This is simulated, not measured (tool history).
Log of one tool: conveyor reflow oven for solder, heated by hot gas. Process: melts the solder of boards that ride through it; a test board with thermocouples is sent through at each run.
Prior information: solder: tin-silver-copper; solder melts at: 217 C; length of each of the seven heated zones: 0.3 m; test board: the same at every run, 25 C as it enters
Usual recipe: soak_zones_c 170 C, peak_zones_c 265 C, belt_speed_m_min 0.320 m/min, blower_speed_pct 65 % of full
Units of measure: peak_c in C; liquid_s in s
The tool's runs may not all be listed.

run 1 hour=0.0 | soak_zones_c=170 peak_zones_c=265 belt_speed_m_min=0.320 blower_speed_pct=65 | peak_c=247.1 liquid_s=75.8
run 2 hour=41.8 | soak_zones_c=173 peak_zones_c=265 belt_speed_m_min=0.320 blower_speed_pct=65 | peak_c=247.5 liquid_s=78.5
run 3 hour=129.6 | soak_zones_c=173 peak_zones_c=265 belt_speed_m_min=0.320 blower_speed_pct=65 | peak_c=247.6 liquid_s=77.3
-- hour=151.9 flux residue cleaned out of gas plates and filters
run 4 hour=204.5 | soak_zones_c=173 peak_zones_c=265 belt_speed_m_min=0.320 blower_speed_pct=65 | peak_c=247.6 liquid_s=77.9
run 5 hour=254.3 | soak_zones_c=169 peak_zones_c=265 belt_speed_m_min=0.320 blower_speed_pct=65 | peak_c=246.7 liquid_s=74.8
run 6 hour=290.3 | soak_zones_c=169 peak_zones_c=265 belt_speed_m_min=0.320 blower_speed_pct=65 | peak_c=247.2 liquid_s=74.5
run 7 hour=361.6 | soak_zones_c=169 peak_zones_c=265 belt_speed_m_min=0.320 blower_speed_pct=65 | peak_c=246.9 liquid_s=73.9
run 8 hour=410.5 | soak_zones_c=185 peak_zones_c=265 belt_speed_m_min=0.320 blower_speed_pct=65 | peak_c=249.6 liquid_s=87.1
-- hour=440.2 flux residue cleaned out of gas plates and filters
-- hour=488.0 belt drive overhauled, speed set with a stopwatch
run 9 hour=489.1 | soak_zones_c=185 peak_zones_c=265 belt_speed_m_min=0.320 blower_speed_pct=65 | peak_c=250.0 liquid_s=87.8
run 10 hour=530.1 | soak_zones_c=170 peak_zones_c=265 belt_speed_m_min=0.379 blower_speed_pct=65 | peak_c=240.1 liquid_s=53.8
run 11 hour=616.3 | soak_zones_c=179 peak_zones_c=265 belt_speed_m_min=0.320 blower_speed_pct=65 | peak_c=248.7 liquid_s=81.9
run 12 hour=657.3 | soak_zones_c=172 peak_zones_c=265 belt_speed_m_min=0.320 blower_speed_pct=55 | peak_c=244.0 liquid_s=70.2
-- hour=719.1 thermocouples of zones 6 and 7 changed
run 13 hour=721.3 | soak_zones_c=170 peak_zones_c=269 belt_speed_m_min=0.327 blower_speed_pct=65 | peak_c=250.0 liquid_s=75.7
-- hour=732.7 flux residue cleaned out of gas plates and filters
run 14 hour=804.8 | soak_zones_c=170 peak_zones_c=269 belt_speed_m_min=0.327 blower_speed_pct=65 | peak_c=249.6 liquid_s=76.4
run 15 hour=845.4 | soak_zones_c=170 peak_zones_c=275 belt_speed_m_min=0.327 blower_speed_pct=72 | peak_c=257.6 liquid_s=85.6
run 16 hour=890.0 | soak_zones_c=170 peak_zones_c=275 belt_speed_m_min=0.327 blower_speed_pct=72 | peak_c=257.0 liquid_s=85.1
run 17 hour=945.5 | soak_zones_c=171 peak_zones_c=265 belt_speed_m_min=0.345 blower_speed_pct=65 | peak_c=244.5 liquid_s=66.2

Run 18 comes next. What will it give?
-- hour=1020.9 flux residue cleaned out of gas plates and filters
run 18 hour=1022.4 | soak_zones_c=171 peak_zones_c=265 belt_speed_m_min=0.367 blower_speed_pct=65 | peak_c=? liquid_s=?

{"run 18": {"peak_c": 242.6, "liquid_s": 58.9}}
Minus the tool's unlogged condition, the same run would have read peak_c 242.6 C, liquid_s 58.8 s.

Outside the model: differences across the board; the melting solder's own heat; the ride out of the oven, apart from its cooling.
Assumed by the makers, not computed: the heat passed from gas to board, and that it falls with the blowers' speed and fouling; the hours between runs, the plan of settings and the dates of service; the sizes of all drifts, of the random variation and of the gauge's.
